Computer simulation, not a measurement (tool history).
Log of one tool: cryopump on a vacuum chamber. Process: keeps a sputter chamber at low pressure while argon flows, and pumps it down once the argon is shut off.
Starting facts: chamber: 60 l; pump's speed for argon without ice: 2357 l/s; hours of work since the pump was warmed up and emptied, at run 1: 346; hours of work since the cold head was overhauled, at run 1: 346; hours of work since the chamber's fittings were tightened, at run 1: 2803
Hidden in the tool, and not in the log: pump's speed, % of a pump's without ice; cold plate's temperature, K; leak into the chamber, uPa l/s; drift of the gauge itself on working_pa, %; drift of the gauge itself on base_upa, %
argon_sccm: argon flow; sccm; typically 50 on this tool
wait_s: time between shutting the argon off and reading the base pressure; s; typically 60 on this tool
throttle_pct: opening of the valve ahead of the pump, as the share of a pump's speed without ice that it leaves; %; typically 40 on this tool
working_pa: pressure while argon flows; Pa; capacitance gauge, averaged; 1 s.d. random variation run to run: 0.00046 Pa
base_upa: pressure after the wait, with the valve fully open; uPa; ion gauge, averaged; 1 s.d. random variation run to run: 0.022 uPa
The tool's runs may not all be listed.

| run | hour | argon_sccm | wait_s | throttle_pct | hours of work since the pump was warmed up and emptied | hours of work since the cold head was overhauled | hours of work since the chamber's fittings were tightened | working_pa | base_upa |
|---|---|---|---|---|---|---|---|---|---|
| 1 | 0 | 50 | 60 | 40 | 346 | 346 | 2803 | 0.0927 | 1.62 |
| 2 | 8.4 | 50 | 98 | 40 | 349 | 349 | 2806 | 0.0926 | 1.43 |
| 3 | 26.4 | 50 | 98 | 40 | 357 | 357 | 2814 | 0.0928 | 1.43 |
| 4 | 40 | 50 | 238 | 40 | 363 | 363 | 2820 | 0.0933 | 1.23 |
| 5 | 59.9 | 50 | 238 | 40 | 371 | 371 | 2828 | 0.093 | 1.31 |
| 6 | 73.9 | 50 | 238 | 40 | 377 | 377 | 2834 | 0.0921 | 1.28 |
| 7 | 89.7 | 50 | 60 | 40 | 384 | 384 | 2841 | 0.0926 | 1.65 |
| 8 | 99 | 50 | 60 | 40 | 388 | 388 | 2845 | 0.0931 | 1.68 |
| 9 | 109.1 | 40 | 60 | 40 | 392 | 392 | 2849 | 0.0744 | 1.68 |
| 10 | 129.2 | 40 | 60 | 40 | 400 | 400 | 2858 | 0.0741 | 1.66 |
| 11 | 143.9 | 33 | 60 | 40 | 407 | 407 | 2864 | 0.0618 | 1.68 |
| 12 | 162.4 | 33 | 60 | 40 | 414 | 414 | 2872 | 0.0613 | 1.67 |
| 13 | 181.7 | 90 | 60 | 40 | 423 | 423 | 2880 | 0.1671 | 1.67 |
| 14 | 196.5 | 90 | 60 | 40 | 429 | 429 | 2886 | 0.1689 | 1.61 |
| 15 | 210.2 | 90 | 60 | 40 | 435 | 435 | 2892 | 0.1681 | 1.68 |
| 16 | 228.4 | 90 | 60 | 40 | 442 | 442 | 2900 | 0.1686 | 1.68 |
| 17 | 242.3 | 90 | 60 | 40 | 448 | 448 | 2905 | 0.1678 | 1.72 |
| 18 | 254.6 | 90 | 23 | 43 | 453 | 453 | 2911 | 0.1566 | 2.53 |
| 19 | 264.5 | 61 | 33 | 18 | 458 | 458 | 2915 | 0.2482 | 2.07 |
| 20 | 283.5 | 61 | 33 | 18 | 466 | 466 | 2923 | 0.2477 | 2.06 |

Run 21 is up next; what results do you expect?
| 21 | 294.8 | 61 | 69 | 38 | 470 | 470 | 2928 | ? | ? |

working_pa: 0.1198 Pa
base_upa: 1.69 uPa
If the tool had no hidden condition, the same run with the same run-to-run variation would have returned working_pa 0.1148 Pa, base_upa 0.57 uPa.
